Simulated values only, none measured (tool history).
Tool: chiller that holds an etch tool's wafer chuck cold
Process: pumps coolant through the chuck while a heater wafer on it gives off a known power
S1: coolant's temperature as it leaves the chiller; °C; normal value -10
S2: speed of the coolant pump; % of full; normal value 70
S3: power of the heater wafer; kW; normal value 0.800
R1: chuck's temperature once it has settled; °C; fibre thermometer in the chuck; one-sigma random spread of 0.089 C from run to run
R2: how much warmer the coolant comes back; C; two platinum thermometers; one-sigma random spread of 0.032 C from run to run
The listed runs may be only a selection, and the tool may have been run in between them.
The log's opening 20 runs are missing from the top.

run 21 hour=1489.8 | S1=-6 S2=85 S3=0.651 | R1=-1.68 R2=2.21
run 22 hour=1577.5 | S1=-6 S2=85 S3=0.651 | R1=-1.64 R2=2.21
run 23 hour=1672.5 | S1=-6 S2=74 S3=1.086 | R1=2.11 R2=4.25
run 24 hour=1746.1 | S1=-6 S2=74 S3=1.086 | R1=2.02 R2=4.19
run 25 hour=1833.8 | S1=-3 S2=74 S3=0.800 | R1=2.90 R2=3.14
run 26 hour=1939.1 | S1=-7 S2=70 S3=0.529 | R1=-3.01 R2=2.18
run 27 hour=2041.2 | S1=-15 S2=70 S3=0.463 | R1=-11.39 R2=1.90
-- hour=2063.9 coolant changed, channels flushed
run 28 hour=2126.2 | S1=-17 S2=70 S3=0.769 | R1=-11.18 R2=3.20
run 29 hour=2232.3 | S1=-17 S2=70 S3=0.769 | R1=-11.04 R2=3.17
-- hour=2287.0 chiller's thermometer calibrated
run 30 hour=2300.8 | S1=-17 S2=70 S3=0.769 | R1=-11.17 R2=3.15
run 31 hour=2408.2 | S1=-19 S2=70 S3=0.406 | R1=-15.87 R2=1.69
run 32 hour=2453.1 | S1=-5 S2=95 S3=0.717 | R1=-0.66 R2=2.17
run 33 hour=2500.8 | S1=-10 S2=70 S3=0.455 | R1=-6.55 R2=1.86

3 options for the next run, each taken on its own from the tool as it stands now. Forecast them:
run A hour=2555.7 | S1=-10 S2=71 S3=0.455 | R1=? R2=?
run B hour=2555.7 | S1=-6 S2=68 S3=0.483 | R1=? R2=?
run C hour=2555.7 | S1=-10 S2=70 S3=0.576 | R1=? R2=?

run=A R1=-6.56 R2=1.80
run=B R1=-2.33 R2=2.02
run=C R1=-5.60 R2=2.41
Stripped of hidden state, with their random variation kept, the same runs would have yielded:
run=A R1=-6.57 R2=1.80
run=B R1=-2.34 R2=2.01
run=C R1=-5.62 R2=2.40
